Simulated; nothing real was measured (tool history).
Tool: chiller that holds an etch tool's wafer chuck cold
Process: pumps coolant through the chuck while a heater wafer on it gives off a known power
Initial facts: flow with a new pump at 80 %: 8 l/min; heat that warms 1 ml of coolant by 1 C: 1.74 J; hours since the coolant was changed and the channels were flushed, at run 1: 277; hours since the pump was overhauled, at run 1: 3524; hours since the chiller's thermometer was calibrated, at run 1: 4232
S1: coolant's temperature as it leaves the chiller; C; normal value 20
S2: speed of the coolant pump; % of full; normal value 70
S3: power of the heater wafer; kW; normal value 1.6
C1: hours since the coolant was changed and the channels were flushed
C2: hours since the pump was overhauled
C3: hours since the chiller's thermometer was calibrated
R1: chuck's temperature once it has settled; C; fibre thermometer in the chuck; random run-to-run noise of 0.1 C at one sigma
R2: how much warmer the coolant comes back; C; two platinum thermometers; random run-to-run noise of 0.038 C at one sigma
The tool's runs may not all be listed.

run 1 day=0 | S1=20 S2=70 S3=1.6 | C1=277 C2=3524 C3=4232 | R1=37.1 R2=8.54
run 2 day=3.425 | S1=20 S2=70 S3=1.6 | C1=359 C2=3606 C3=4315 | R1=37.2 R2=8.56
run 3 day=9.025 | S1=20 S2=70 S3=1.6 | C1=494 C2=3741 C3=4449 | R1=37.2 R2=8.55
run 4 day=12.925 | S1=20 S2=70 S3=1.6 | C1=587 C2=3834 C3=4543 | R1=37.6 R2=8.54
run 5 day=16.483 | S1=20 S2=70 S3=1.6 | C1=673 C2=3920 C3=4628 | R1=37.6 R2=8.59
run 6 day=20.879 | S1=20 S2=70 S3=1.6 | C1=778 C2=4025 C3=4734 | R1=37.8 R2=8.65
run 7 day=26.021 | S1=20 S2=70 S3=0.844 | C1=902 C2=4149 C3=4857 | R1=30.1 R2=4.48
run 8 day=29.454 | S1=20 S2=70 S3=0.844 | C1=984 C2=4231 C3=4939 | R1=30.1 R2=4.53
run 9 day=32.442 | S1=20 S2=70 S3=0.844 | C1=1056 C2=4303 C3=5011 | R1=30.2 R2=4.51
run 10 day=37.625 | S1=20 S2=70 S3=1.792 | C1=1180 C2=4427 C3=5135 | R1=40.2 R2=9.67
-- day=38.158 chiller's thermometer calibrated
run 11 day=41.012 | S1=20 S2=70 S3=1.792 | C1=1260 C2=4508 C3=69 | R1=38.7 R2=9.7
run 12 day=46.658 | S1=20 S2=70 S3=1.173 | C1=1396 C2=4643 C3=204 | R1=32.5 R2=6.41
run 13 day=51.196 | S1=20 S2=70 S3=1.173 | C1=1505 C2=4752 C3=313 | R1=32.6 R2=6.36
run 14 day=57.529 | S1=20 S2=70 S3=1.6 | C1=1657 C2=4904 C3=465 | R1=37.2 R2=8.76
run 15 day=62.029 | S1=20 S2=70 S3=1.6 | C1=1765 C2=5012 C3=573 | R1=37.4 R2=8.79
run 16 day=65.404 | S1=20 S2=70 S3=1.6 | C1=1846 C2=5093 C3=654 | R1=37.5 R2=8.81
run 17 day=69.175 | S1=25 S2=70 S3=1.589 | C1=1936 C2=5183 C3=744 | R1=42.6 R2=8.8
run 18 day=75.612 | S1=25 S2=70 S3=1.589 | C1=2091 C2=5338 C3=899 | R1=42.7 R2=8.85
run 19 day=80.45 | S1=25 S2=70 S3=1.589 | C1=2207 C2=5454 C3=1015 | R1=43 R2=8.82
run 20 day=85.529 | S1=25 S2=63 S3=1.119 | C1=2329 C2=5576 C3=1137 | R1=38.6 R2=6.91
run 21 day=90.975 | S1=25 S2=63 S3=1.119 | C1=2460 C2=5707 C3=1268 | R1=38.9 R2=7.03
run 22 day=95.958 | S1=10 S2=70 S3=1.066 | C1=2579 C2=5826 C3=1387 | R1=22.3 R2=5.92
-- day=98.35 coolant pump overhauled
run 23 day=100.308 | S1=10 S2=70 S3=1.066 | C1=2679 C2=47 C3=1487 | R1=21.8 R2=5.23
run 24 day=104.517 | S1=14 S2=78 S3=1.724 | C1=2780 C2=148 C3=1588 | R1=31.6 R2=7.63
-- day=109.317 coolant changed, channels flushed
run 25 day=109.812 | S1=24 S2=81 S3=2.026 | C1=12 C2=269 C3=1709 | R1=41.9 R2=8.68
run 26 day=113.179 | S1=24 S2=81 S3=2.026 | C1=93 C2=350 C3=1789 | R1=41.9 R2=8.64
run 27 day=117.258 | S1=24 S2=81 S3=2.026 | C1=191 C2=448 C3=1887 | R1=42 R2=8.69
run 28 day=121.8 | S1=20 S2=74 S3=1.6 | C1=300 C2=557 C3=1996 | R1=35.5 R2=7.57
run 29 day=127.683 | S1=20 S2=69 S3=1.6 | C1=441 C2=698 C3=2138 | R1=36 R2=8.16
run 30 day=132.179 | S1=20 S2=69 S3=1.6 | C1=549 C2=806 C3=2246 | R1=36.3 R2=8.17
run 31 day=135.696 | S1=17 S2=64 S3=2.21 | C1=633 C2=890 C3=2330 | R1=40.4 R2=12.15

Each row is a separate what-if for the run after 31, all from the same tool condition, not one after another. Results?
run A day=139.1 | S1=17 S2=61 S3=1.632 | C1=715 C2=972 C3=2412 | R1=? R2=?
run B day=139.1 | S1=16 S2=73 S3=2.21 | C1=715 C2=972 C3=2412 | R1=? R2=?
run C day=139.1 | S1=21 S2=64 S3=1.613 | C1=715 C2=972 C3=2412 | R1=? R2=?
run D day=139.1 | S1=27 S2=79 S3=2.225 | C1=715 C2=972 C3=2412 | R1=? R2=?

run=A R1=35.3 R2=9.5
run=B R1=37.8 R2=10.65
run=C R1=38.7 R2=8.88
run=D R1=47.9 R2=9.87
The same runs, with their run-to-run variation unchanged, on a tool lacking any hidden condition would have given:
run=A R1=33.8 R2=9.31
run=B R1=36.2 R2=10.44
run=C R1=37.2 R2=8.7
run=D R1=46.3 R2=9.67
